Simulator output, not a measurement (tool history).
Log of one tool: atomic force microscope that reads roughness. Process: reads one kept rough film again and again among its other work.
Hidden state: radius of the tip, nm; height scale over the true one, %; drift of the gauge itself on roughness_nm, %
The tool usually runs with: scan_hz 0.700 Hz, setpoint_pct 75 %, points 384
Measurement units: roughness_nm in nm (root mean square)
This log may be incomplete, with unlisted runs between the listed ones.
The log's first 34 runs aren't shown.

| run | day | scan_hz | setpoint_pct | points | pictures with this tip | hours of work since the height scale was calibrated | roughness_nm |
|---|---|---|---|---|---|---|---|
|  | 14.442 | new tip fitted |
| 35 | 14.479 | 2.515 | 57 | 825 | 2 | 49 | 4.645 |
| 36 | 14.871 | 1.190 | 80 | 577 | 17 | 55 | 4.309 |
| 37 | 15.312 | 1.177 | 65 | 384 | 34 | 61 | 4.382 |
| 38 | 15.788 | 1.895 | 73 | 557 | 52 | 68 | 4.031 |
| 39 | 16.154 | 0.764 | 75 | 1010 | 66 | 73 | 4.150 |
| 40 | 16.525 | 0.553 | 56 | 346 | 81 | 79 | 4.179 |
| 41 | 17.058 | 1.058 | 58 | 955 | 101 | 86 | 4.050 |
|  | 17.400 | new tip fitted |
| 42 | 17.592 | 2.453 | 58 | 849 | 7 | 94 | 4.592 |
| 43 | 18.000 | 2.453 | 58 | 849 | 23 | 100 | 4.474 |
| 44 | 18.404 | 0.593 | 79 | 384 | 39 | 106 | 4.377 |
| 45 | 18.704 | 1.930 | 81 | 384 | 50 | 110 | 3.832 |
| 46 | 18.958 | 0.700 | 75 | 621 | 60 | 114 | 4.228 |
| 47 | 19.404 | 0.700 | 75 | 621 | 77 | 120 | 4.121 |

Forecast each of these 3 alternatives for the next run:
| A | 19.738 | 0.700 | 70 | 425 | 90 | 125 | ? |
| B | 19.738 | 0.700 | 56 | 345 | 90 | 125 | ? |
| C | 19.738 | 0.700 | 76 | 423 | 90 | 125 | ? |

| run | roughness_nm |
|---|---|
| A | 4.045 |
| B | 4.120 |
| C | 4.020 |
Stripped of hidden state, with their random variation kept, the same runs would have yielded:
| run | roughness_nm |
|---|---|
| A | 4.701 |
| B | 4.788 |
| C | 4.673 |

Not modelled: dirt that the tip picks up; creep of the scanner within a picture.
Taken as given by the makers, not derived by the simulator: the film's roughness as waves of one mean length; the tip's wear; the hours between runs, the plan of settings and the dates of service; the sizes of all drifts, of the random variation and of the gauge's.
